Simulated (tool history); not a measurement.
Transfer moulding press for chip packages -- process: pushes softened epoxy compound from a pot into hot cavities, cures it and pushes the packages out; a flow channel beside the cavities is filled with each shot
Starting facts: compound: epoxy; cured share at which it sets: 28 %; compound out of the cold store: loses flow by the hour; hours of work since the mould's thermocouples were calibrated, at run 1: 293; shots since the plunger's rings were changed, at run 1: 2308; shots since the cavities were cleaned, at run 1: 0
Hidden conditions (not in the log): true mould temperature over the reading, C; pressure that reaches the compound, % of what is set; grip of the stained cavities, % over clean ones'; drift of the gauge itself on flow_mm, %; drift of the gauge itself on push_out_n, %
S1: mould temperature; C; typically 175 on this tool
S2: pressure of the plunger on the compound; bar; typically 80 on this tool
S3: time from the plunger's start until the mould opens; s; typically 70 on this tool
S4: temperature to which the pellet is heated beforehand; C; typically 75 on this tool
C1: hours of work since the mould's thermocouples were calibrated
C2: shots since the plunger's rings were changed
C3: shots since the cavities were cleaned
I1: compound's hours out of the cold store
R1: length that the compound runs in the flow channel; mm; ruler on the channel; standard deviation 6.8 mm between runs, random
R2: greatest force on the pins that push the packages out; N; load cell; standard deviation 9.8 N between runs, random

run,day,S1,S2,S3,S4,C1,C2,C3,I1,R1,R2
1,0,175,80,70,75,293,2308,0,44.2,699,448
2,1.312,175,80,70,75,314,2814,506,44.3,672,755
# day 1.562: cavities cleaned with cleaning compound and waxed
# day 1.904: mould's thermocouples calibrated
3,2.683,175,80,70,75,12,3286,400,10.7,764,985
# day 3.279: plunger's sealing rings changed
# day 3.342: cavities cleaned with cleaning compound and waxed
4,4.221,175,80,70,75,34,340,340,29.2,747,695
# day 4.858: cavities cleaned with cleaning compound and waxed
5,5.479,175,80,77,75,54,800,240,9.8,795,558
# day 6.438: cavities cleaned with cleaning compound and waxed
# day 6.712: cavities cleaned with cleaning compound and waxed, once more
6,6.983,180,80,56,75,76,1332,105,24.4,734,610
7,8.142,176,68.5,105,83,94,1777,550,38.5,645,615
# day 8.321: cavities cleaned with cleaning compound and waxed
8,9.7,176,75,105,66,118,2354,531,33.1,687,629
# day 9.862: cavities cleaned with cleaning compound and waxed
9,10.829,175,70.4,70,75,135,2765,373,35.2,666,709
# day 11.421: cavities cleaned with cleaning compound and waxed
10,12.225,175,70.4,70,75,156,3278,309,15.4,688,715

Here are 5 independent what-if runs from the current tool condition. What would each one return?
# day 12.762: plunger's sealing rings changed
A,12.946,181,88.6,74,75,166,72,548,19.2,?,?
# day 12.762: plunger's sealing rings changed
B,12.946,170,99.7,70,66,166,72,548,12,?,?
# day 12.762: plunger's sealing rings changed
C,12.946,175,84.9,106,70,166,72,548,26.9,?,?
# day 12.762: plunger's sealing rings changed
D,12.946,169,69.9,68,75,166,72,548,32.1,?,?
# day 12.762: plunger's sealing rings changed
E,12.946,175,80,70,79,166,72,548,14.8,?,?

run,R1,R2
A,804,647
B,909,1114
C,782,650
D,711,1206
E,808,807
The same runs, with their run-to-run variation unchanged, on a tool lacking any hidden condition would have given:
run,R1,R2
A,804,379
B,908,627
C,782,377
D,710,678
E,807,465

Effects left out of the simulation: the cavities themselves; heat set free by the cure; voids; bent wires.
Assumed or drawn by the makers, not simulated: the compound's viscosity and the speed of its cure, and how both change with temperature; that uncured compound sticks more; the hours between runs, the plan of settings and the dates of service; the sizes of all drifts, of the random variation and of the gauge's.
